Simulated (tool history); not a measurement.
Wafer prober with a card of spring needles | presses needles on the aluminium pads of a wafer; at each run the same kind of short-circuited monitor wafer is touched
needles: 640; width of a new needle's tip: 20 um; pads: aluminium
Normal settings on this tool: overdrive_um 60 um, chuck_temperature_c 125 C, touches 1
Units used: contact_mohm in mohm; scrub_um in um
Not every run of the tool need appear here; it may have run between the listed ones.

run	hour	overdrive_um	chuck_temperature_c	touches	contact_mohm	scrub_um
1	0.0	60	125	1	252	14.17
# hour 8.2: tips cleaned on abrasive film
# hour 16.3: tips cleaned on abrasive film
2	19.8	60	125	1	254	14.12
# hour 23.0: tips cleaned on abrasive film
# hour 31.2: tips cleaned on abrasive film
# hour 39.3: tips cleaned on abrasive film
# hour 46.2: tips cleaned on abrasive film
3	46.2	60	125	1	258	14.22
# hour 52.8: tips cleaned on abrasive film
# hour 60.9: tips cleaned on abrasive film
# hour 69.1: tips cleaned on abrasive film
# hour 75.7: tips cleaned on abrasive film
4	81.9	60	40	1	234	14.31
# hour 83.6: tips cleaned on abrasive film
# hour 91.8: tips cleaned on abrasive film
# hour 100.0: tips cleaned on abrasive film
# hour 108.1: tips cleaned on abrasive film
5	112.2	60	40	1	229	14.11
# hour 115.5: tips cleaned on abrasive film
# hour 123.7: tips cleaned on abrasive film
# hour 130.2: tips cleaned on abrasive film
# hour 138.4: tips cleaned on abrasive film
# hour 146.6: tips cleaned on abrasive film
6	147.3	60	40	1	231	14.20
# hour 153.8: tips cleaned on abrasive film
# hour 160.6: height of the first contact set anew
# hour 162.3: tips cleaned on abrasive film
7	164.8	60	28	1	232	14.06
# hour 169.8: tips cleaned on abrasive film
# hour 177.9: tips cleaned on abrasive film
# hour 186.0: tips cleaned on abrasive film
# hour 194.2: tips cleaned on abrasive film
8	200.5	60	28	1	233	14.17
# hour 202.2: tips cleaned on abrasive film
# hour 210.4: tips cleaned on abrasive film
# hour 218.4: tips cleaned on abrasive film
# hour 226.5: tips cleaned on abrasive film
# hour 234.7: tips cleaned on abrasive film
9	235.3	60	28	1	231	14.07
# hour 241.9: tips cleaned on abrasive film
# hour 248.4: tips cleaned on abrasive film
10	251.2	60	125	1	252	14.19
# hour 256.2: tips cleaned on abrasive film
# hour 264.3: tips cleaned on abrasive film
# hour 272.5: tips cleaned on abrasive film
11	272.7	60	125	1	258	14.32
# hour 279.2: tips cleaned on abrasive film
# hour 287.4: tips cleaned on abrasive film
# hour 293.9: tips cleaned on abrasive film
12	296.6	60	125	1	251	14.26
# hour 301.5: tips cleaned on abrasive film
# hour 308.1: tips cleaned on abrasive film
# hour 314.7: tips cleaned on abrasive film
13	314.7	60	125	1	258	14.20
# hour 321.2: tips cleaned on abrasive film
# hour 329.4: tips cleaned on abrasive film
14	333.1	60	125	1	252	14.20
# hour 336.5: tips cleaned on abrasive film
# hour 343.0: tips cleaned on abrasive film
# hour 351.2: tips cleaned on abrasive film
# hour 358.0: tips cleaned on abrasive film
15	358.0	60	125	1	255	14.21
# hour 364.5: tips cleaned on abrasive film
# hour 371.3: height of the first contact set anew
# hour 372.9: tips cleaned on abrasive film
# hour 381.0: tips cleaned on abrasive film
# hour 389.2: tips cleaned on abrasive film
16	391.0	60	125	1	256	14.06
# hour 396.0: tips cleaned on abrasive film
# hour 402.5: tips cleaned on abrasive film
# hour 410.7: tips cleaned on abrasive film
# hour 418.1: tips cleaned on abrasive film
17	418.1	60	125	1	259	14.31
# hour 426.2: tips cleaned on abrasive film
# hour 434.4: tips cleaned on abrasive film
# hour 442.6: tips cleaned on abrasive film
18	443.4	60	125	1	255	14.00
# hour 449.9: tips cleaned on abrasive film
# hour 458.0: tips cleaned on abrasive film
# hour 464.5: tips cleaned on abrasive film
19	470.8	60	50	1	235	14.13
# hour 472.6: tips cleaned on abrasive film
# hour 479.1: tips cleaned on abrasive film
# hour 487.3: tips cleaned on abrasive film
# hour 493.8: tips cleaned on abrasive film
# hour 502.0: tips cleaned on abrasive film
20	504.5	54	33	2	234	12.71
# hour 509.4: tips cleaned on abrasive film
# hour 517.4: tips cleaned on abrasive film
# hour 525.5: tips cleaned on abrasive film
# hour 532.3: tips cleaned on abrasive film
21	532.3	49	101	2	254	11.61
# hour 538.9: tips cleaned on abrasive film
# hour 547.1: tips cleaned on abrasive film
# hour 553.6: tips cleaned on abrasive film
# hour 561.8: tips cleaned on abrasive film
22	568.2	49	101	2	255	11.39
# hour 569.9: tips cleaned on abrasive film
# hour 578.1: tips cleaned on abrasive film
# hour 583.2: height of the first contact set anew
# hour 586.5: tips cleaned on abrasive film
23	588.6	52	101	2	254	12.29
# hour 593.6: tips cleaned on abrasive film
# hour 600.1: tips cleaned on abrasive film
# hour 608.2: tips cleaned on abrasive film
# hour 615.2: tips cleaned on abrasive film
24	615.2	41	94	1	255	9.71
# hour 623.4: tips cleaned on abrasive film
# hour 631.5: tips cleaned on abrasive film
# hour 638.1: tips cleaned on abrasive film
25	639.2	40	94	2	252	9.41
# hour 645.7: tips cleaned on abrasive film
# hour 653.9: tips cleaned on abrasive film
# hour 662.1: tips cleaned on abrasive film
# hour 670.3: tips cleaned on abrasive film
26	672.4	40	94	2	258	9.41
# hour 677.3: tips cleaned on abrasive film
# hour 685.5: tips cleaned on abrasive film
# hour 693.7: tips cleaned on abrasive film
27	694.1	56	38	1	230	13.21

Branching from run 27: 3 alternative next runs. What would each branch give?
# hour 700.6: tips cleaned on abrasive film
# hour 708.8: tips cleaned on abrasive film
A	712.7	60	125	1	?	?
# hour 700.6: tips cleaned on abrasive film
# hour 708.8: tips cleaned on abrasive film
B	712.7	64	78	1	?	?
# hour 700.6: tips cleaned on abrasive film
# hour 708.8: tips cleaned on abrasive film
C	712.7	40	43	1	?	?

run	contact_mohm	scrub_um
A	253	14.23
B	242	15.12
C	238	9.33
Had the tool no hidden state, the same runs would have come out as:
run	contact_mohm	scrub_um
A	253	14.23
B	242	15.12
C	237	9.33
